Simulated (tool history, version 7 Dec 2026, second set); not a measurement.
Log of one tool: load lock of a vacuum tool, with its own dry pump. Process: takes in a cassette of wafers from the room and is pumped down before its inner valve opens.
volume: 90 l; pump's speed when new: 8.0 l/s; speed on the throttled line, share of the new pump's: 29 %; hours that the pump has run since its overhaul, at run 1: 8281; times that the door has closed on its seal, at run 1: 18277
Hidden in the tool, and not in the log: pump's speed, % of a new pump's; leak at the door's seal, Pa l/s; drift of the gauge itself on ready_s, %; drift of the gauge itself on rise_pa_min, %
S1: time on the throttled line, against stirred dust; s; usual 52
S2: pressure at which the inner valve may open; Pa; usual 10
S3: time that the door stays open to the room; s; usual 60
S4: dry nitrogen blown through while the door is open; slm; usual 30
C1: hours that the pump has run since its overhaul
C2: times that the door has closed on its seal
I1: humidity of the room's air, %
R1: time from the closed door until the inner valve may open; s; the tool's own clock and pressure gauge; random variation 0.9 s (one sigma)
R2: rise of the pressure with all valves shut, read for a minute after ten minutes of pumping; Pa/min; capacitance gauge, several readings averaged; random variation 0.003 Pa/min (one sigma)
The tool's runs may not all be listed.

{"run": 1, "hour": 0.0, "S1": 52, "S2": 10, "S3": 60, "S4": 30, "C1": 8281, "C2": 18277, "I1": 46.0, "R1": 165.3, "R2": 0.251}
{"run": 2, "hour": 466.3, "S1": 52, "S2": 18, "S3": 60, "S4": 30, "C1": 8747, "C2": 19458, "I1": 42.2, "R1": 159.4, "R2": 0.26}
{"run": 3, "hour": 846.2, "S1": 52, "S2": 18, "S3": 60, "S4": 30, "C1": 9127, "C2": 20420, "I1": 44.2, "R1": 161.5, "R2": 0.283}
{"run": 4, "hour": 1436.5, "S1": 52, "S2": 18, "S3": 60, "S4": 30, "C1": 9717, "C2": 21915, "I1": 45.4, "R1": 163.4, "R2": 0.303}
{"hour": 1589.2, "done": "dry pump taken out, an overhauled one fitted"}
{"run": 5, "hour": 1811.8, "S1": 52, "S2": 18, "S3": 60, "S4": 30, "C1": 223, "C2": 22850, "I1": 43.7, "R1": 134.3, "R2": 0.315}
{"run": 6, "hour": 2338.3, "S1": 52, "S2": 10, "S3": 60, "S4": 15, "C1": 749, "C2": 24184, "I1": 44.4, "R1": 141.9, "R2": 0.365}
{"run": 7, "hour": 2831.7, "S1": 79, "S2": 10, "S3": 60, "S4": 30, "C1": 1243, "C2": 25433, "I1": 45.1, "R1": 161.5, "R2": 0.377}
{"hour": 3044.8, "done": "door's seal changed, seat wiped"}
{"run": 8, "hour": 3259.9, "S1": 79, "S2": 10, "S3": 60, "S4": 30, "C1": 1669, "C2": 545, "I1": 49.9, "R1": 162.3, "R2": 0.017}
{"run": 9, "hour": 3547.2, "S1": 52, "S2": 10, "S3": 222, "S4": 30, "C1": 1956, "C2": 1272, "I1": 45.7, "R1": 144.7, "R2": 0.027}
{"run": 10, "hour": 3932.3, "S1": 52, "S2": 10, "S3": 60, "S4": 30, "C1": 2342, "C2": 2248, "I1": 43.4, "R1": 147.7, "R2": 0.023}
{"run": 11, "hour": 4385.6, "S1": 52, "S2": 10, "S3": 60, "S4": 30, "C1": 2795, "C2": 3395, "I1": 44.8, "R1": 147.3, "R2": 0.029}
{"run": 12, "hour": 4957.4, "S1": 52, "S2": 10, "S3": 60, "S4": 30, "C1": 3367, "C2": 4844, "I1": 44.9, "R1": 148.5, "R2": 0.045}
{"run": 13, "hour": 5414.8, "S1": 52, "S2": 10, "S3": 60, "S4": 43, "C1": 3824, "C2": 6002, "I1": 46.7, "R1": 149.4, "R2": 0.05}
{"run": 14, "hour": 5700.6, "S1": 52, "S2": 10, "S3": 60, "S4": 30, "C1": 4110, "C2": 6725, "I1": 42.5, "R1": 152.3, "R2": 0.057}
{"run": 15, "hour": 6244.4, "S1": 52, "S2": 10, "S3": 60, "S4": 30, "C1": 4654, "C2": 8103, "I1": 44.1, "R1": 152.7, "R2": 0.067}
{"run": 16, "hour": 6685.8, "S1": 52, "S2": 10, "S3": 60, "S4": 30, "C1": 5095, "C2": 9220, "I1": 45.6, "R1": 154.7, "R2": 0.082}
{"run": 17, "hour": 7169.2, "S1": 52, "S2": 10, "S3": 60, "S4": 30, "C1": 5579, "C2": 10445, "I1": 43.1, "R1": 156.5, "R2": 0.099}
{"run": 18, "hour": 7434.2, "S1": 28, "S2": 10, "S3": 60, "S4": 5, "C1": 5844, "C2": 11116, "I1": 44.0, "R1": 139.6, "R2": 0.13}
{"run": 19, "hour": 8027.8, "S1": 52, "S2": 10, "S3": 83, "S4": 30, "C1": 6437, "C2": 12619, "I1": 43.8, "R1": 157.9, "R2": 0.128}
{"run": 20, "hour": 8298.3, "S1": 52, "S2": 10, "S3": 83, "S4": 30, "C1": 6708, "C2": 13304, "I1": 44.4, "R1": 159.2, "R2": 0.138}
{"run": 21, "hour": 8673.6, "S1": 72, "S2": 8, "S3": 93, "S4": 16, "C1": 7083, "C2": 14254, "I1": 49.1, "R1": 176.2, "R2": 0.161}
{"run": 22, "hour": 8975.4, "S1": 72, "S2": 8, "S3": 93, "S4": 16, "C1": 7385, "C2": 15019, "I1": 45.3, "R1": 177.4, "R2": 0.165}
{"run": 23, "hour": 9369.9, "S1": 27, "S2": 13, "S3": 103, "S4": 10, "C1": 7779, "C2": 16018, "I1": 42.5, "R1": 142.4, "R2": 0.19}
{"run": 24, "hour": 9681.1, "S1": 49, "S2": 10, "S3": 208, "S4": 30, "C1": 8090, "C2": 16806, "I1": 46.0, "R1": 161.0, "R2": 0.193}
{"run": 25, "hour": 10304.8, "S1": 95, "S2": 7, "S3": 65, "S4": 20, "C1": 8714, "C2": 18385, "I1": 44.6, "R1": 199.5, "R2": 0.222}
{"run": 26, "hour": 10776.1, "S1": 102, "S2": 8, "S3": 60, "S4": 30, "C1": 9185, "C2": 19579, "I1": 44.5, "R1": 202.8, "R2": 0.241}
{"run": 27, "hour": 11167.8, "S1": 52, "S2": 10, "S3": 60, "S4": 30, "C1": 9577, "C2": 20571, "I1": 44.7, "R1": 171.6, "R2": 0.26}

Run 28 comes next. What will it give?
{"hour": 11481.0, "done": "dry pump taken out, an overhauled one fitted"}
{"run": 28, "hour": 11551.7, "S1": 52, "S2": 10, "S3": 59, "S4": 30, "C1": 71, "C2": 21528, "I1": 44.0, "R1": "?", "R2": "?"}

{"run 28": {"R1": 141.3, "R2": 0.28}}
Without the tool's hidden state the same run would have given R1 141.3 s, R2 0.015 Pa/min.
